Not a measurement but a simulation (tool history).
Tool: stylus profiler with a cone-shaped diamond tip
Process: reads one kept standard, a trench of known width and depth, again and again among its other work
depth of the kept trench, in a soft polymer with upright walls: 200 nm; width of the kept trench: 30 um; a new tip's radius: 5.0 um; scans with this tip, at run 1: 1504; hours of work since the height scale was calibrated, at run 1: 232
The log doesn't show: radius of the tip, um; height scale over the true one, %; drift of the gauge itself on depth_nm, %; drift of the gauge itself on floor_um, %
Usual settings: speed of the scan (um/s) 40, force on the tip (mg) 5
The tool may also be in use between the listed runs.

run,day,speed of the scan (um/s),force on the tip (mg),scans with this tip,hours of work since the height scale was calibrated,depth of the trench (angstrom),width of the trench's floor (nm)
1,0,40,5,1504,232,2031.4,26930
2,2.133,40,5,1677,259,2034.6,26890
3,4.096,40,5,1837,283,2032.5,26880
4,5.158,40,5,1923,296,2033,26850
5,7.362,40,5,2102,324,2033.6,26880
6,9.229,40,5,2253,347,2032.9,26840
7,11.462,40,1.75,2435,375,2017.5,26770
8,13.567,40,1.75,2605,402,2018.6,26720
9,15.871,40,1.75,2792,431,2018.8,26750
10,17.612,40,1.75,2934,452,2018,26650
11,19.971,40,1.75,3125,482,2018.3,26650
12,20.979,40,7.14,3207,494,2043.2,26700
13,23.096,40,10.5,3379,521,2053.8,26750
14,24.279,40,10.5,3475,536,2055.2,26710
15,25.867,40,1.99,3603,556,2021.1,26700
16,27.225,40,5,3714,573,2034.8,26700
17,28.346,40,5,3805,587,2034.4,26700
18,30.404,40,5,3972,612,2035.5,26680
19,32.75,109,5,4162,642,2036.4,26550
20,34.733,109,5,4323,667,2034.8,26540
21,36.921,109,5,4500,694,2035.9,26520
22,39.154,40,2.43,4682,722,2025.1,26530
23,41.388,40,2.43,4863,750,2024,26510
# day 41.521: height scale calibrated on a step standard
24,43.212,38,6.96,5009,21,2046.4,26530
25,45.233,40,7.69,5173,46,2051.3,26570
26,47.192,40,7.69,5332,71,2049.6,26480
27,48.342,40,7.69,5426,85,2050.7,26520
28,49.571,40,7.69,5525,101,2050.1,26480
29,51.646,82,10.37,5694,127,2059.4,26490
30,53.542,82,10.37,5848,150,2059.9,26420
# day 54.942: height scale calibrated on a step standard, once more
31,55.908,82,10.37,6038,12,2051.1,26360
32,57.108,82,10.37,6135,27,2051,26380
33,58.758,40,7.18,6269,48,2041.8,26490
34,60.621,78,1.71,6420,71,2013.8,26270
35,62.688,78,1.71,6588,97,2015.8,26250
36,64.929,29,6.72,6770,125,2040.2,26430
37,66.15,93,9.53,6869,140,2049.9,26270
38,67.596,24,4.01,6987,158,2026.8,26380
39,69.133,24,4.01,7111,178,2029.3,26420
40,70.342,24,4.01,7209,193,2027.4,26330
41,71.958,24,4.01,7341,213,2028.1,26310
42,74.342,24,4.01,7534,243,2029.8,26310
43,75.85,24,4.01,7656,262,2028.9,26300
44,76.846,24,4.01,7737,274,2029.5,26310
45,78.362,24,4.01,7860,293,2029.3,26230
46,80.067,24,4.01,7999,314,2028.8,26270

Some steps in depth of the trench (angstrom) between neighbouring runs. How much of each would the tool show without its hidden state too (settings, what came in, random variation), and how much is left for the hidden state, with any gauge scatter that isn't in both results?
Run 11 -> 12: force on the tip (mg) 1.75 -> 7.14. depth of the trench (angstrom) +24.9: hidden state +0, all else +24.9.
Run 12 -> 13: force on the tip (mg) 7.14 -> 10.5. depth of the trench (angstrom) +10.6: hidden state +0.3, all else +10.3.
Run 14 -> 15: force on the tip (mg) 10.5 -> 1.99. depth of the trench (angstrom) -34.1: hidden state +0, all else -34.1.
Run 23 -> 24: speed of the scan (um/s) 40 -> 38, force on the tip (mg) 2.43 -> 6.96, height scale calibrated on a step standard. depth of the trench (angstrom) +22.4: hidden state +2.6, all else +19.8.
Run 30 -> 31: height scale calibrated on a step standard, once more. depth of the trench (angstrom) -8.8: hidden state -7.9, all else -0.9.
Run 33 -> 34: speed of the scan (um/s) 40 -> 78, force on the tip (mg) 7.18 -> 1.71. depth of the trench (angstrom) -28: hidden state +0.1, all else -28.1.
